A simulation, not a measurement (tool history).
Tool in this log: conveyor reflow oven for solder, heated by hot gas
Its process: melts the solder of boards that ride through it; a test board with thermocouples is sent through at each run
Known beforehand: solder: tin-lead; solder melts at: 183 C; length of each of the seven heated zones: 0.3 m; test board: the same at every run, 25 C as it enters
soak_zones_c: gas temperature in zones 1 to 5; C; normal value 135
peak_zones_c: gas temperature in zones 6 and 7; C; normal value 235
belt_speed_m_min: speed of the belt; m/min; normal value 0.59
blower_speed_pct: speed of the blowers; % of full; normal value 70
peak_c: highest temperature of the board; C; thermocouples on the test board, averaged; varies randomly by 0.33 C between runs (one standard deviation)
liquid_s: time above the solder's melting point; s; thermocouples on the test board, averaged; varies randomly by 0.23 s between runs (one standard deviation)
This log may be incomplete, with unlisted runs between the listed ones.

| run | hour | soak_zones_c | peak_zones_c | belt_speed_m_min | blower_speed_pct | peak_c | liquid_s |
|---|---|---|---|---|---|---|---|
| 1 | 0 | 135 | 235 | 0.59 | 70 | 216.7 | 44.9 |
| 2 | 30.1 | 135 | 235 | 0.59 | 70 | 215.8 | 44.8 |
| 3 | 54 | 135 | 235 | 0.59 | 70 | 216.5 | 44.7 |
| 4 | 80.4 | 135 | 235 | 0.476 | 70 | 222.4 | 60.7 |
| 5 | 103 | 135 | 235 | 0.476 | 70 | 222.7 | 61.1 |
| 6 | 126.2 | 135 | 235 | 0.476 | 70 | 222.5 | 61 |
| 7 | 145 | 135 | 235 | 0.476 | 70 | 222.5 | 60.6 |
| 8 | 169.2 | 135 | 235 | 0.674 | 70 | 210.4 | 34.8 |
| 9 | 189.5 | 135 | 224 | 0.674 | 70 | 201.8 | 27.7 |
| 10 | 208.1 | 135 | 224 | 0.674 | 70 | 201.5 | 27.3 |
| 11 | 235.6 | 135 | 235 | 0.59 | 74 | 216.5 | 44.7 |
| 12 | 256.2 | 135 | 235 | 0.59 | 70 | 215.3 | 43.7 |
| 13 | 269.9 | 135 | 235 | 0.59 | 70 | 215.7 | 44 |
|  | 275.2 | belt drive overhauled, speed set with a stopwatch |
|  | 277.2 | thermocouples of zones 6 and 7 changed |
| 14 | 292.9 | 137 | 229 | 0.59 | 82 | 213.8 | 44 |
| 15 | 323.8 | 124 | 225 | 0.59 | 70 | 204.8 | 33 |
|  | 347.9 | belt drive overhauled, speed set with a stopwatch, once more |
| 16 | 351.2 | 139 | 245 | 0.59 | 70 | 225.2 | 50.6 |
| 17 | 374.2 | 136 | 250 | 0.59 | 70 | 228.7 | 51.3 |
| 18 | 404 | 136 | 250 | 0.59 | 70 | 228 | 51.1 |
| 19 | 431.4 | 136 | 250 | 0.59 | 70 | 228.8 | 51.3 |
| 20 | 460.2 | 131 | 250 | 0.59 | 70 | 227.9 | 49.3 |
| 21 | 480.1 | 131 | 240 | 0.596 | 70 | 218.4 | 43.4 |
| 22 | 494.4 | 148 | 234 | 0.594 | 66 | 216 | 47.1 |
| 23 | 510.1 | 147 | 234 | 0.69 | 66 | 209.8 | 35.4 |
| 24 | 529.8 | 147 | 234 | 0.69 | 66 | 209.4 | 35.6 |

Here are 3 independent what-if runs from the current tool condition. What would each one return?
| A | 553.1 | 135 | 235 | 0.523 | 89 | ? | ? |
| B | 553.1 | 135 | 235 | 0.59 | 52 | ? | ? |
| C | 553.1 | 140 | 249 | 0.69 | 66 | ? | ? |

| run | peak_c | liquid_s |
|---|---|---|
| A | 221.8 | 54.8 |
| B | 209.5 | 37.8 |
| C | 219.4 | 40.1 |
Without the tool's hidden state the same runs would have given:
| run | peak_c | liquid_s |
|---|---|---|
| A | 226 | 57.5 |
| B | 213.4 | 41.3 |
| C | 224.6 | 42.9 |
